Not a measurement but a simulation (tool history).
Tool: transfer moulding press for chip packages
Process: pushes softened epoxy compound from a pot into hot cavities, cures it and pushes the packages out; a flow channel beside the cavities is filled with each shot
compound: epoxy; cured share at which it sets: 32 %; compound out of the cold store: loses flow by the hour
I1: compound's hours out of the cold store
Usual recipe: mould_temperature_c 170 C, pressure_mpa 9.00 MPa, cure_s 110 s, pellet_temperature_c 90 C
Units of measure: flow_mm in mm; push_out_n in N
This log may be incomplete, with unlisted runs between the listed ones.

{"run": 1, "hour": 0.0, "mould_temperature_c": 170, "pressure_mpa": 9.0, "cure_s": 110, "pellet_temperature_c": 90, "I1": 10.1, "flow_mm": 592, "push_out_n": 268}
{"run": 2, "hour": 64.9, "mould_temperature_c": 170, "pressure_mpa": 9.0, "cure_s": 110, "pellet_temperature_c": 90, "I1": 34.7, "flow_mm": 528, "push_out_n": 259}
{"hour": 73.4, "done": "cavities cleaned with cleaning compound and waxed"}
{"hour": 105.3, "done": "plunger's sealing rings changed"}
{"run": 3, "hour": 144.0, "mould_temperature_c": 170, "pressure_mpa": 9.0, "cure_s": 110, "pellet_temperature_c": 90, "I1": 40.0, "flow_mm": 518, "push_out_n": 245}
{"hour": 150.2, "done": "cavities cleaned with cleaning compound and waxed"}
{"run": 4, "hour": 216.8, "mould_temperature_c": 170, "pressure_mpa": 9.0, "cure_s": 110, "pellet_temperature_c": 90, "I1": 42.8, "flow_mm": 507, "push_out_n": 243}
{"hour": 223.4, "done": "cavities cleaned with cleaning compound and waxed"}
{"run": 5, "hour": 275.8, "mould_temperature_c": 170, "pressure_mpa": 9.0, "cure_s": 110, "pellet_temperature_c": 90, "I1": 39.4, "flow_mm": 511, "push_out_n": 247}
{"hour": 300.7, "done": "cavities cleaned with cleaning compound and waxed"}
{"hour": 319.3, "done": "plunger's sealing rings changed"}
{"run": 6, "hour": 340.6, "mould_temperature_c": 170, "pressure_mpa": 9.0, "cure_s": 110, "pellet_temperature_c": 90, "I1": 18.5, "flow_mm": 572, "push_out_n": 266}
{"hour": 375.4, "done": "cavities cleaned with cleaning compound and waxed"}
{"run": 7, "hour": 394.8, "mould_temperature_c": 170, "pressure_mpa": 9.0, "cure_s": 110, "pellet_temperature_c": 90, "I1": 39.8, "flow_mm": 516, "push_out_n": 250}
{"hour": 413.0, "done": "mould's thermocouples calibrated"}
{"hour": 450.8, "done": "cavities cleaned with cleaning compound and waxed"}
{"run": 8, "hour": 479.3, "mould_temperature_c": 170, "pressure_mpa": 9.0, "cure_s": 110, "pellet_temperature_c": 90, "I1": 19.4, "flow_mm": 567, "push_out_n": 253}
{"hour": 527.3, "done": "plunger's sealing rings changed"}
{"hour": 528.8, "done": "cavities cleaned with cleaning compound and waxed"}
{"run": 9, "hour": 535.3, "mould_temperature_c": 170, "pressure_mpa": 9.0, "cure_s": 110, "pellet_temperature_c": 90, "I1": 22.4, "flow_mm": 558, "push_out_n": 244}
{"hour": 602.7, "done": "cavities cleaned with cleaning compound and waxed"}
{"run": 10, "hour": 631.4, "mould_temperature_c": 164, "pressure_mpa": 9.0, "cure_s": 110, "pellet_temperature_c": 90, "I1": 31.2, "flow_mm": 552, "push_out_n": 368}
{"hour": 678.6, "done": "cavities cleaned with cleaning compound and waxed"}
{"run": 11, "hour": 678.6, "mould_temperature_c": 170, "pressure_mpa": 9.0, "cure_s": 110, "pellet_temperature_c": 90, "I1": 37.0, "flow_mm": 524, "push_out_n": 235}
{"hour": 741.9, "done": "plunger's sealing rings changed"}
{"hour": 751.4, "done": "cavities cleaned with cleaning compound and waxed"}
{"run": 12, "hour": 765.8, "mould_temperature_c": 170, "pressure_mpa": 9.0, "cure_s": 110, "pellet_temperature_c": 90, "I1": 46.3, "flow_mm": 500, "push_out_n": 229}
{"hour": 826.2, "done": "cavities cleaned with cleaning compound and waxed"}
{"run": 13, "hour": 837.9, "mould_temperature_c": 170, "pressure_mpa": 9.0, "cure_s": 110, "pellet_temperature_c": 90, "I1": 14.5, "flow_mm": 584, "push_out_n": 262}
{"hour": 903.1, "done": "cavities cleaned with cleaning compound and waxed"}
{"run": 14, "hour": 903.6, "mould_temperature_c": 170, "pressure_mpa": 9.0, "cure_s": 110, "pellet_temperature_c": 90, "I1": 10.1, "flow_mm": 595, "push_out_n": 278}
{"hour": 954.4, "done": "plunger's sealing rings changed"}
{"run": 15, "hour": 969.4, "mould_temperature_c": 167, "pressure_mpa": 10.54, "cure_s": 110, "pellet_temperature_c": 92, "I1": 46.0, "flow_mm": 546, "push_out_n": 289}
{"hour": 980.0, "done": "cavities cleaned with cleaning compound and waxed"}
{"run": 16, "hour": 1024.9, "mould_temperature_c": 167, "pressure_mpa": 8.87, "cure_s": 121, "pellet_temperature_c": 92, "I1": 40.3, "flow_mm": 516, "push_out_n": 259}
{"hour": 1053.3, "done": "cavities cleaned with cleaning compound and waxed"}
{"run": 17, "hour": 1116.8, "mould_temperature_c": 163, "pressure_mpa": 8.87, "cure_s": 121, "pellet_temperature_c": 99, "I1": 14.6, "flow_mm": 598, "push_out_n": 338}
{"hour": 1126.5, "done": "cavities cleaned with cleaning compound and waxed"}
{"hour": 1164.8, "done": "plunger's sealing rings changed"}
{"run": 18, "hour": 1167.7, "mould_temperature_c": 170, "pressure_mpa": 8.19, "cure_s": 110, "pellet_temperature_c": 90, "I1": 17.4, "flow_mm": 548, "push_out_n": 255}
{"hour": 1202.3, "done": "cavities cleaned with cleaning compound and waxed"}
{"run": 19, "hour": 1260.6, "mould_temperature_c": 169, "pressure_mpa": 9.86, "cure_s": 145, "pellet_temperature_c": 96, "I1": 34.6, "flow_mm": 554, "push_out_n": 187}
{"hour": 1275.9, "done": "cavities cleaned with cleaning compound and waxed"}
{"hour": 1347.3, "done": "cavities cleaned with cleaning compound and waxed"}
{"run": 20, "hour": 1347.3, "mould_temperature_c": 169, "pressure_mpa": 9.86, "cure_s": 145, "pellet_temperature_c": 96, "I1": 23.1, "flow_mm": 585, "push_out_n": 187}
{"hour": 1372.5, "done": "plunger's sealing rings changed"}
{"hour": 1422.5, "done": "cavities cleaned with cleaning compound and waxed"}
{"hour": 1433.6, "done": "mould's thermocouples calibrated"}
{"run": 21, "hour": 1450.1, "mould_temperature_c": 171, "pressure_mpa": 9.0, "cure_s": 147, "pellet_temperature_c": 91, "I1": 13.9, "flow_mm": 584, "push_out_n": 185}
{"hour": 1497.2, "done": "cavities cleaned with cleaning compound and waxed"}
{"run": 22, "hour": 1547.9, "mould_temperature_c": 173, "pressure_mpa": 8.74, "cure_s": 100, "pellet_temperature_c": 91, "I1": 9.7, "flow_mm": 581, "push_out_n": 272}
{"hour": 1572.0, "done": "cavities cleaned with cleaning compound and waxed"}
{"hour": 1582.7, "done": "plunger's sealing rings changed"}
{"run": 23, "hour": 1632.6, "mould_temperature_c": 173, "pressure_mpa": 8.74, "cure_s": 100, "pellet_temperature_c": 91, "I1": 28.5, "flow_mm": 527, "push_out_n": 247}
{"hour": 1647.0, "done": "cavities cleaned with cleaning compound and waxed"}
{"run": 24, "hour": 1677.5, "mould_temperature_c": 173, "pressure_mpa": 8.74, "cure_s": 100, "pellet_temperature_c": 91, "I1": 28.6, "flow_mm": 529, "push_out_n": 244}
{"hour": 1717.4, "done": "cavities cleaned with cleaning compound and waxed"}
{"run": 25, "hour": 1765.5, "mould_temperature_c": 167, "pressure_mpa": 7.78, "cure_s": 118, "pellet_temperature_c": 90, "I1": 24.7, "flow_mm": 524, "push_out_n": 256}
{"hour": 1791.0, "done": "plunger's sealing rings changed"}
{"hour": 1792.5, "done": "cavities cleaned with cleaning compound and waxed"}
{"run": 26, "hour": 1818.6, "mould_temperature_c": 167, "pressure_mpa": 7.78, "cure_s": 118, "pellet_temperature_c": 90, "I1": 45.5, "flow_mm": 471, "push_out_n": 267}
{"hour": 1865.5, "done": "cavities cleaned with cleaning compound and waxed"}
{"run": 27, "hour": 1883.8, "mould_temperature_c": 170, "pressure_mpa": 9.0, "cure_s": 143, "pellet_temperature_c": 99, "I1": 25.7, "flow_mm": 548, "push_out_n": 174}

Alternative continuations, all from the tool just after run 27; predict every row:
{"hour": 1937.6, "done": "cavities cleaned with cleaning compound and waxed"}
{"run": "A", "hour": 1977.7, "mould_temperature_c": 165, "pressure_mpa": 7.65, "cure_s": 110, "pellet_temperature_c": 96, "I1": 21.3, "flow_mm": "?", "push_out_n": "?"}
{"hour": 1937.6, "done": "cavities cleaned with cleaning compound and waxed"}
{"run": "B", "hour": 1977.7, "mould_temperature_c": 177, "pressure_mpa": 9.0, "cure_s": 101, "pellet_temperature_c": 86, "I1": 9.7, "flow_mm": "?", "push_out_n": "?"}
{"hour": 1937.6, "done": "cavities cleaned with cleaning compound and waxed"}
{"run": "C", "hour": 1977.7, "mould_temperature_c": 165, "pressure_mpa": 9.0, "cure_s": 110, "pellet_temperature_c": 97, "I1": 36.2, "flow_mm": "?", "push_out_n": "?"}

run=A flow_mm=527 push_out_n=347
run=B flow_mm=580 push_out_n=216
run=C flow_mm=536 push_out_n=319
Take away the tool's hidden state, keep each run's random variation, and the runs would have read:
run=A flow_mm=528 push_out_n=342
run=B flow_mm=580 push_out_n=213
run=C flow_mm=537 push_out_n=315
